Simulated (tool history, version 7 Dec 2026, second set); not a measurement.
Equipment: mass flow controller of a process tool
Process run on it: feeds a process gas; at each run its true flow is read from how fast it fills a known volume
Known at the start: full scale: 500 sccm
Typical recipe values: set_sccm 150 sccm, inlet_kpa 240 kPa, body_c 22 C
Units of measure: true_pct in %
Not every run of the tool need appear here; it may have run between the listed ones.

Run 1, hour 0: usual settings. Result: true_pct 97.59 %.
Run 2, hour 76.8: usual settings but body_c 34 C. Result: true_pct 98.56 %.
Run 3, hour 113.7: usual settings. Result: true_pct 97.42 %.
Run 4, hour 174.5: usual settings. Result: true_pct 97.37 %.
Run 5, hour 232: usual settings. Result: true_pct 97.37 %.
Run 6, hour 297.6: usual settings. Result: true_pct 97.25 %.
Run 7, hour 377.5: usual settings. Result: true_pct 97.26 %.
Run 8, hour 441.9: usual settings. Result: true_pct 97.16 %.
Run 9, hour 491.3: usual settings but body_c 25 C. Result: true_pct 97.56 %.
Run 10, hour 528.8: usual settings but body_c 25 C. Result: true_pct 97.41 %.
Run 11, hour 571.3: usual settings but body_c 25 C. Result: true_pct 97.43 %.
Run 12, hour 607.1: usual settings but body_c 25 C. Result: true_pct 97.43 %.
Run 13, hour 672.6: usual settings but body_c 25 C. Result: true_pct 97.37 %.
Run 14, hour 729.4: usual settings but body_c 32 C. Result: true_pct 97.91 %.
Run 15, hour 776.4: usual settings but body_c 32 C. Result: true_pct 97.81 %.
Run 16, hour 815.2: usual settings but inlet_kpa 185 kPa. Result: true_pct 96.96 %.
Run 17, hour 879.8: usual settings but inlet_kpa 185 kPa. Result: true_pct 96.77 %.
Run 18, hour 930.4: usual settings but inlet_kpa 163 kPa, body_c 31 C. Result: true_pct 97.7 %.
Run 19, hour 979.6: usual settings but inlet_kpa 163 kPa, body_c 31 C. Result: true_pct 97.66 %.
Run 20, hour 1054.3: usual settings but inlet_kpa 167 kPa. Result: true_pct 96.79 %.
Run 21, hour 1087.2: usual settings but inlet_kpa 167 kPa. Result: true_pct 96.72 %.
Run 22, hour 1144.2: usual settings but set_sccm 172 sccm. Result: true_pct 96.86 %.
Run 23, hour 1181.8: usual settings but set_sccm 229 sccm, inlet_kpa 174 kPa, body_c 20 C. Result: true_pct 97.33 %.
Run 24, hour 1255.1: usual settings but set_sccm 180 sccm, inlet_kpa 211 kPa, body_c 29 C. Result: true_pct 97.59 %.
Run 25, hour 1333.2: usual settings but set_sccm 201 sccm, inlet_kpa 247 kPa. Result: true_pct 97.02 %.
Run 26, hour 1399.9: usual settings but inlet_kpa 158 kPa, body_c 36 C. Result: true_pct 97.88 %.
Run 27, hour 1456.6: usual settings but inlet_kpa 158 kPa, body_c 36 C. Result: true_pct 97.81 %.
Run 28, hour 1492.7: usual settings but body_c 37 C. Result: true_pct 97.78 %.
Run 29, hour 1535.5: usual settings but inlet_kpa 274 kPa. Result: true_pct 96.21 %.
Run 30, hour 1604.1: usual settings but inlet_kpa 274 kPa. Result: true_pct 96.14 %.
Run 31, hour 1666.9: usual settings but inlet_kpa 245 kPa, body_c 28 C. Result: true_pct 96.81 %.

Below, some changes in true_pct between adjacent runs. For each, the amount present without the hidden state too (settings, incoming material, random variation) and the amount remaining for the hidden state with gauge scatter not shared by both compared results:
Hidden state at play: flow at rest that the sensor doesn't see, % of full scale; true flow over the shown one, %; drift of the gauge itself on true_pct, %.
Run 1 -> 2: body_c 22 -> 34. true_pct +0.97 %: hidden state -0.06, all else +1.03.
Run 2 -> 3: body_c 34 -> 22. true_pct -1.14 %: hidden state -0.04, all else -1.1.
Run 22 -> 23: set_sccm 172 -> 229, inlet_kpa 240 -> 174, body_c 22 -> 20. true_pct +0.47 %: hidden state +0.39, all else +0.08.
Run 23 -> 24: set_sccm 229 -> 180, inlet_kpa 174 -> 211, body_c 20 -> 29. true_pct +0.26 %: hidden state -0.4, all else +0.66.
Run 25 -> 26: set_sccm 201 -> 150, inlet_kpa 247 -> 158, body_c 22 -> 36. true_pct +0.86 %: hidden state -0.58, all else +1.44.
Run 28 -> 29: inlet_kpa 240 -> 274, body_c 37 -> 22. true_pct -1.57 %: hidden state -0.03, all else -1.54.

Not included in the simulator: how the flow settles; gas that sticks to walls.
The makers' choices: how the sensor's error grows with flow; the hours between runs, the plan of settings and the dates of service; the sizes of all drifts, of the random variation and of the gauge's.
